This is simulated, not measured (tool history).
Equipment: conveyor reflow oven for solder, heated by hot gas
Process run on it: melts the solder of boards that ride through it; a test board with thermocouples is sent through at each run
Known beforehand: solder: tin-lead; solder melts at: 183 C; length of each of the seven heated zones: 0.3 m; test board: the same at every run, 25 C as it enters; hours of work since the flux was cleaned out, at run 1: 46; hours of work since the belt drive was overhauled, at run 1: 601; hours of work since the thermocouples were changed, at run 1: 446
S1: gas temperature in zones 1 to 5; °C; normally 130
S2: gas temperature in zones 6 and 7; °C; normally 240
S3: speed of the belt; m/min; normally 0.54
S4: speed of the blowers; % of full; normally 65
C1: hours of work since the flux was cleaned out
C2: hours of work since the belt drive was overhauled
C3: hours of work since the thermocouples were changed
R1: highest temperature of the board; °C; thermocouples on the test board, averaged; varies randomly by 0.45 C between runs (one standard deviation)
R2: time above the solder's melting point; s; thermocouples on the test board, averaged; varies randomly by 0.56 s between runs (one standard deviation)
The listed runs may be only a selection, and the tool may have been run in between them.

run    hour   S1   S2     S3  S4   C1   C2   C3     R1    R2
  1       0  130  240   0.54  65   46  601  446  211.4  42.5
  2      40  130  240   0.54  65   71  626  471  210.6  42.2
  3    86.2  130  240   0.54  65   99  654  499  210.3    42
  4   137.4  130  240   0.54  65  130  686  530  211.5  39.8
  5     189  130  240   0.54  65  162  717  562  210.1  41.7
  6   223.1  130  240   0.54  65  183  738  583  210.3    40
  7   276.3  130  240   0.54  65  216  771  616  209.9  40.1
  8   317.9  130  240   0.54  65  241  796  641  209.1  39.9
  9   344.2  130  240   0.54  65  257  812  657  209.4  39.8
      371.8  -- flux residue cleaned out of gas plates and filters
 10   390.9  130  240   0.54  65   12  838  683  206.1  37.1
      428.9  -- belt drive overhauled, speed set with a stopwatch
 11   446.2  130  240   0.54  54   43   11  714  202.4  32.3
 12   479.4  130  240   0.54  71   64   31  735  207.3  37.7
 13   504.6  130  245   0.54  71   79   46  750  211.5  40.2
 14   555.4  130  245   0.54  71  110   78  781    211  41.3
 15   598.3  130  240   0.54  65  136  104  807    205  35.4
 16   632.3  145  240   0.54  65  157  125  828  207.6  42.7
        650  -- flux residue cleaned out of gas plates and filters, once more
 17   673.7  126  240  0.539  84   15  147  851  216.1  45.5
 18   698.9  126  240  0.539  84   30  163  866    216  44.6
 19   739.4  144  240   0.54  60   55  187  891  213.1  47.8
 20     787  133  234   0.54  65   84  217  920  207.3  38.5
      825.2  -- thermocouples of zones 6 and 7 changed
 21   826.1  142  231   0.47  58  107  239    1    211  52.9
 22   881.8  130  240  0.458  77  141  274   35  221.3  60.1
 23   928.3  130  240  0.633  77  170  302   63  208.1  32.5
 24   962.6  130  240  0.633  77  191  323   84  207.4  32.3
 25  1000.3  130  232  0.601  56  214  346  107  196.2  21.6
 26    1048  130  232  0.601  56  243  376  137  195.8  20.8
     1101.3  -- flux residue cleaned out of gas plates and filters
 27    1102  130  232  0.601  56    0  406  167  198.2  24.5
 28  1155.3  130  232  0.601  56   33  438  199  198.3  23.7
 29  1183.9  144  240  0.527  80   51  456  217  220.7  55.7
 30  1226.3  136  238   0.44  59   77  482  243  218.2  61.6

Below, some changes in R1 between adjacent runs. For each, the amount present without the hidden state too (settings, incoming material, random variation) and the amount remaining for the hidden state with gauge scatter not shared by both compared results:
Hidden state present: heat that the gas passes to the board, % of a clean oven's; belt's true speed, % of the reading; true gas temperature in zones 6 and 7 over the reading, C; drift of the gauge itself on peak_c, C; drift of the gauge itself on liquid_s, %.
Run 9 -> 10: flux residue cleaned out of gas plates and filters. R1 -3.3 °C: hidden state -1.9, all else -1.4.
Run 16 -> 17: S1 145 -> 126, S3 0.54 -> 0.539, S4 65 -> 84, flux residue cleaned out of gas plates and filters, once more. R1 +8.5 °C: hidden state +6.2, all else +2.3.
Run 22 -> 23: S3 0.458 -> 0.633. R1 -13.2 °C: hidden state -1, all else -12.2.
Run 24 -> 25: S2 240 -> 232, S3 0.633 -> 0.601, S4 77 -> 56. R1 -11.2 °C: hidden state +0.2, all else -11.4.
Run 26 -> 27: flux residue cleaned out of gas plates and filters. R1 +2.4 °C: hidden state +2.6, all else -0.2.
Run 28 -> 29: S1 130 -> 144, S2 232 -> 240, S3 0.601 -> 0.527, S4 56 -> 80. R1 +22.4 °C: hidden state -0.4, all else +22.8.
